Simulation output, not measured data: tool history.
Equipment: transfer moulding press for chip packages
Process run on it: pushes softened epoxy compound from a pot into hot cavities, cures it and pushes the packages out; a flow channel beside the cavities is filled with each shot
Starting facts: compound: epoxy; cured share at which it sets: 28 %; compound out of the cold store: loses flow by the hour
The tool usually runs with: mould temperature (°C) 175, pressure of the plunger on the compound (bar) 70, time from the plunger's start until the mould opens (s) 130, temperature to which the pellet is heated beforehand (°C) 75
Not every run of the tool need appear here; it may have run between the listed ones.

run	hour	mould temperature (°C)	pressure of the plunger on the compound (bar)	time from the plunger's start until the mould opens (s)	temperature to which the pellet is heated beforehand (°C)	incoming compound's hours out of the cold store	length that the compound runs in the flow channel (mm)	greatest force on the pins that push the packages out (N)
1	0	175	70	130	75	34.8	683	473
2	20.6	175	70	130	84	11.1	776	679
3	44.6	175	70	138	84	34.7	680	739
4	75.3	175	70	138	84	16.1	751	861
# hour 95.4: cavities cleaned with cleaning compound and waxed
5	110.8	175	70	138	84	9.1	777	598
6	129.6	175	70	138	84	21.4	717	677
7	166.6	175	70	138	84	46.7	627	792
# hour 190.4: cavities cleaned with cleaning compound and waxed
8	195.3	175	70	138	84	46.2	628	476
9	222.1	175	70	138	84	27.1	684	672
# hour 239: mould's thermocouples calibrated
10	243.7	176	70	130	75	37.9	640	750
11	281.3	176	65.8	130	75	42.8	596	838
# hour 287.2: cavities cleaned with cleaning compound and waxed
12	299.8	176	65.8	132	75	28	650	585
13	334.3	176	65.8	132	75	44.9	578	713
14	352.7	176	65.8	132	75	40.4	600	812
# hour 381.4: cavities cleaned with cleaning compound and waxed
15	383.1	175	63.1	126	75	37.5	587	490
16	403.9	175	63.1	126	75	27.3	622	657
17	430.7	176	76.1	126	75	40.5	623	776
# hour 453.5: plunger's sealing rings changed
18	462.4	167	76.1	126	75	43.5	737	1420
# hour 477.4: cavities cleaned with cleaning compound and waxed
19	488.9	175	70	154	75	46.4	658	509
20	517.3	176	80.2	168	75	39.8	726	659
21	548	176	80.2	168	75	33.1	738	734
# hour 571.2: cavities cleaned with cleaning compound and waxed
22	584.2	176	80.2	168	75	30.8	749	507
23	614	167	64	130	75	39.7	663	1142
24	629.5	175	60.2	120	66	29.8	638	887
25	655.3	175	60.2	118	74	18.8	687	1031
# hour 665.4: cavities cleaned with cleaning compound and waxed
26	679	181	70	146	75	12.1	736	493
27	700.4	175	60.1	115	66	8.8	706	919

Each row is a separate what-if for the run after 27, all from the same tool condition, not one after another. Results?
A	736.8	175	70	130	83	36.4	?	?
B	736.8	175	60.1	115	77	28.2	?	?
C	736.8	175	60.1	115	75	23.7	?	?
D	736.8	175	79.4	148	75	23.7	?	?

run	length that the compound runs in the flow channel (mm)	greatest force on the pins that push the packages out (N)
A	653	828
B	646	1052
C	663	1046
D	758	810
The same runs, with their run-to-run variation unchanged, on a tool lacking any hidden condition would have given:
run	length that the compound runs in the flow channel (mm)	greatest force on the pins that push the packages out (N)
A	684	449
B	676	568
C	695	564
D	794	441
